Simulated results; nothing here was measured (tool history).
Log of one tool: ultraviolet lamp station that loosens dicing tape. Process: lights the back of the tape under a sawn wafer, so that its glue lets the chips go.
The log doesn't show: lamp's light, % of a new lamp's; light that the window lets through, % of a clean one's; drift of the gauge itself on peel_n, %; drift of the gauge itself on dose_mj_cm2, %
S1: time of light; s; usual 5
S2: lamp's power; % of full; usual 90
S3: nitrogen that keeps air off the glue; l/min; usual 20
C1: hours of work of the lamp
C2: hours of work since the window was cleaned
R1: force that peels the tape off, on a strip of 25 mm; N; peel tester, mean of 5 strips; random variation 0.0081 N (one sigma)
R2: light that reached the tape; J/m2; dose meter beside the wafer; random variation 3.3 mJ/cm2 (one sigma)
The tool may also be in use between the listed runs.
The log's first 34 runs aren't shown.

run   hour  S1  S2  S3   C1   C2     R1    R2
 35  753.9   5  68   6   17  228  1.721  3760
 36  779.7   8  99  31   35  245  0.198  8630
 37  792.7   4  90  20   43  254  0.584  3930
 38  822.7   4  90  20   63  274  0.593  3910
 39  853.3   4  90  20   83  294  0.603  3870
 40  870.4   4  90  20   95  305  0.605  3830
 41  895.3   4  90  20  111  322  0.652  3810
 42  918.2   3  77  17  126  337  1.772  2430
 43  938.4   3  77  17  140  350  1.808  2420

3 ways to go on from here, each from the tool as it stands after run 43. What would each give?
  A  961.9   5  90  11  155  366   ?   ?
  B  961.9   5  90  14  155  366   ?   ?
  C  961.9   9  95  17  155  366   ?   ?

run     R1    R2
  A  0.699  4650
  B  0.561  4740
  C  0.205  8900
Without the tool's hidden state the same runs would have given:
run     R1     R2
  A  0.517   5330
  B  0.418   5430
  C  0.199  10200

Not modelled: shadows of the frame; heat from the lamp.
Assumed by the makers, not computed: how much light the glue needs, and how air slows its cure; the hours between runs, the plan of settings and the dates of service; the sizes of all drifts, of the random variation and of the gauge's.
